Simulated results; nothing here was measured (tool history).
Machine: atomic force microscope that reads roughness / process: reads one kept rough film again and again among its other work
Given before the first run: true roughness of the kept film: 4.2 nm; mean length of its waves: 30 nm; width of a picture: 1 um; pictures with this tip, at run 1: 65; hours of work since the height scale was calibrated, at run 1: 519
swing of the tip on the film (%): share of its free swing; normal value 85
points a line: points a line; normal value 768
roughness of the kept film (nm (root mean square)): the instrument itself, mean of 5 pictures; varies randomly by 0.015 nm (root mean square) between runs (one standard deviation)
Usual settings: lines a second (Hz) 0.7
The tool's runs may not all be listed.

run   hour  lines a second (Hz)  swing of the tip on the film (%)  points a line  pictures with this tip  hours of work since the height scale was calibrated  roughness of the kept film (nm (root mean square))
  1      0                  0.7                                85            768                      65                                                  519                                               3.402
  2   18.4                  0.7                                85            768                      87                                                  529                                               3.351
  3     38                  0.7                                85            768                     110                                                  541                                               3.298
  4   48.5                  0.7                                85            768                     123                                                  547                                               3.252
  5   69.4                  0.7                                85            768                     148                                                  559                                               3.212
  6   85.4                3.891                                85            768                     167                                                  568                                               2.574
  7   97.4                3.891                                85            768                     182                                                  575                                               2.538
  8  121.6                3.891                                85            768                     211                                                  589                                               2.495
  9  135.6                3.082                                85            768                     228                                                  597                                               2.571
     141.3  -- new tip fitted
 10  154.6                3.082                                85            768                      16                                                  608                                                3.08
 11  174.6                3.082                                85            768                      40                                                  619                                               3.014
 12  192.2                3.082                                85            768                      61                                                  629                                               2.955
 13  204.3                3.082                                85            768                      76                                                  636                                               2.892
 14  224.4                1.757                                85            768                     100                                                  648                                               3.104
 15  247.5                1.757                                85            768                     127                                                  661                                               3.011
 16  261.4                1.757                                85            768                     144                                                  669                                               2.963
 17    279                  0.7                                85            768                     165                                                  679                                                3.14
 18  297.7                  0.7                                75            768                     188                                                  690                                               3.119
 19  317.5                  0.7                                75            768                     212                                                  702                                               3.091
     337.1  -- new tip fitted
 20  337.1                  0.7                                85            768                       0                                                  713                                                3.62
 21  359.8                  0.7                                85            768                      28                                                  726                                               3.532
 22  372.5                  0.7                                85            768                      43                                                  733                                               3.505
 23  388.6                  0.7                                85            855                      62                                                  742                                               3.416
 24  406.4                  0.7                                85            855                      84                                                  753                                               3.318
 25  422.7                1.496                                85            294                     103                                                  762                                               3.113
 26  441.6                1.076                                76            831                     126                                                  773                                               3.237
 27  463.9                0.575                                85            829                     153                                                  786                                               3.194
 28  487.6                2.022                                57            923                     181                                                  799                                               3.187
 29  507.1                2.022                                57            614                     205                                                  811                                                3.06
 30  526.5                1.025                                57            997                     228                                                  822                                               3.093
     531.5  -- new tip fitted
 31  544.4                1.025                                57            997                      16                                                  832                                               3.654
 32    569                1.025                                79            403                      45                                                  846                                               3.428
 33  586.1                1.025                                90            403                      66                                                  856                                               3.236
 34  608.1                0.597                                63            986                      92                                                  869                                                3.47
 35    622                 1.34                                85            768                     109                                                  877                                                3.14
 36  644.3                1.307                                64            907                     136                                                  890                                               3.258
 37  667.1                0.545                                59            399                     163                                                  903                                               3.232
 38    678                  0.7                                85            926                     176                                                  909                                               3.083
 39  698.7                 1.49                                73            836                     201                                                  921                                               3.008
 40  719.2                 1.49                                73            836                     226                                                  933                                               2.947
     725.9  -- new tip fitted
 41  733.3                0.756                                80            768                       9                                                  941                                               3.593
 42  756.4                1.269                                76            768                      37                                                  954                                               3.468
 43  768.7                0.713                                55            766                      52                                                  961                                               3.554
 44  787.4                  0.7                                71            517                      74                                                  972                                               3.445
 45  813.2                  0.7                                85            657                     105                                                  987                                               3.276
 46  834.5                2.705                                85            657                     131                                                  999                                               2.835
 47  848.4                2.705                                85            657                     147                                                 1007                                               2.792
 48  861.5                  0.7                                85            487                     163                                                 1015                                               3.134

Below are 4 alternative next runs, each starting from the tool's condition after run 48. Predict each:
  A  875.8                3.009                                89            283                     180                                                 1023                                                   ?
  B  875.8                  0.7                                77            257                     180                                                 1023                                                   ?
  C  875.8                1.594                                85            338                     180                                                 1023                                                   ?
  D  875.8                 2.99                                85            797                     180                                                 1023                                                   ?

run  roughness of the kept film (nm (root mean square))
  A                                               2.573
  B                                               3.071
  C                                               2.891
  D                                               2.667
With the hidden condition removed and each run's random variation left untouched, the same runs would have given:
run  roughness of the kept film (nm (root mean square))
  A                                                3.05
  B                                               3.641
  C                                               3.427
  D                                               3.161
